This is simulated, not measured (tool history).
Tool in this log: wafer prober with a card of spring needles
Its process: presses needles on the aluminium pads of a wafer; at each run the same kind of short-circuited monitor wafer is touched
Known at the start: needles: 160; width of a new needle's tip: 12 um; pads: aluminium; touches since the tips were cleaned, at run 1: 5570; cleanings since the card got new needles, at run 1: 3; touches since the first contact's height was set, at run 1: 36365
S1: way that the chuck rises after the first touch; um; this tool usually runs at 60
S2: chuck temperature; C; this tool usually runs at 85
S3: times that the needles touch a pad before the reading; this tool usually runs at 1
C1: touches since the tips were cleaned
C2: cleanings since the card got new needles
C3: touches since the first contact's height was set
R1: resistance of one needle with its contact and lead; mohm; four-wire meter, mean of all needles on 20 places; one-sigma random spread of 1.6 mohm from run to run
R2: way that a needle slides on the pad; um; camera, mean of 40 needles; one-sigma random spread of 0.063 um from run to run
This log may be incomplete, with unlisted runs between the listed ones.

run 1 hour=0 | S1=60 S2=85 S3=1 | C1=5570 C2=3 C3=36365 | R1=177 R2=16
-- hour=6.4 tips cleaned on abrasive film
run 2 hour=8 | S1=60 S2=85 S3=1 | C1=801 C2=4 C3=40297 | R1=164 R2=16.11
run 3 hour=18.3 | S1=60 S2=85 S3=1 | C1=5940 C2=4 C3=45436 | R1=180 R2=16.1
-- hour=23.9 tips cleaned on abrasive film
run 4 hour=28.5 | S1=60 S2=85 S3=1 | C1=2317 C2=5 C3=50484 | R1=168 R2=15.92
run 5 hour=36.7 | S1=60 S2=85 S3=1 | C1=6368 C2=5 C3=54535 | R1=178 R2=16.06
-- hour=41.4 tips cleaned on abrasive film
run 6 hour=46.4 | S1=60 S2=32 S3=1 | C1=2506 C2=6 C3=59352 | R1=161 R2=15.98
run 7 hour=56.5 | S1=60 S2=32 S3=1 | C1=7506 C2=6 C3=64352 | R1=172 R2=16.01
-- hour=58.8 tips cleaned on abrasive film
run 8 hour=63.6 | S1=60 S2=85 S3=3 | C1=2406 C2=7 C3=67874 | R1=163 R2=16
run 9 hour=71.9 | S1=60 S2=85 S3=3 | C1=6533 C2=7 C3=72001 | R1=161 R2=15.98
-- hour=76.2 tips cleaned on abrasive film
run 10 hour=82.2 | S1=60 S2=85 S3=2 | C1=2990 C2=8 C3=77093 | R1=164 R2=15.85
run 11 hour=88.4 | S1=60 S2=85 S3=2 | C1=6059 C2=8 C3=80162 | R1=168 R2=15.95
-- hour=93.9 tips cleaned on abrasive film
run 12 hour=95.1 | S1=60 S2=85 S3=1 | C1=593 C2=9 C3=83457 | R1=162 R2=15.84
-- hour=96.1 height of the first contact set anew
run 13 hour=105.3 | S1=60 S2=85 S3=1 | C1=5535 C2=9 C3=4572 | R1=177 R2=15.87
-- hour=111.9 tips cleaned on abrasive film
run 14 hour=114.2 | S1=60 S2=85 S3=1 | C1=1150 C2=10 C3=8969 | R1=167 R2=15.81
run 15 hour=122.5 | S1=60 S2=41 S3=1 | C1=5283 C2=10 C3=13102 | R1=168 R2=15.78
-- hour=129.7 tips cleaned on abrasive film
run 16 hour=132.5 | S1=60 S2=85 S3=1 | C1=1388 C2=11 C3=18017 | R1=166 R2=15.73
run 17 hour=138.5 | S1=60 S2=85 S3=1 | C1=4374 C2=11 C3=21003 | R1=172 R2=15.77
-- hour=144 height of the first contact set anew, once more
run 18 hour=146.9 | S1=60 S2=85 S3=1 | C1=8412 C2=11 C3=1443 | R1=179 R2=16.23
-- hour=147.6 tips cleaned on abrasive film
run 19 hour=152.4 | S1=60 S2=85 S3=1 | C1=2377 C2=12 C3=4154 | R1=168 R2=15.99
run 20 hour=158.6 | S1=54 S2=26 S3=1 | C1=5476 C2=12 C3=7253 | R1=172 R2=14.43
-- hour=165.3 tips cleaned on abrasive film
run 21 hour=169.2 | S1=78 S2=62 S3=2 | C1=1947 C2=13 C3=12474 | R1=154 R2=20.91
run 22 hour=178.9 | S1=44 S2=114 S3=1 | C1=6765 C2=13 C3=17292 | R1=198 R2=11.84
-- hour=183 tips cleaned on abrasive film
run 23 hour=186.1 | S1=40 S2=28 S3=2 | C1=1557 C2=14 C3=20854 | R1=163 R2=10.68

Expected results for the next run?
run 24 hour=193 | S1=50 S2=82 S3=2 | C1=5017 C2=14 C3=24314 | R1=? R2=?

Run 24 yielded R1 172 mohm, R2 13.42 um.
On a tool with no hidden condition, and with the same random variation, this run would have come out at R1 156 mohm, R2 13.49 um.
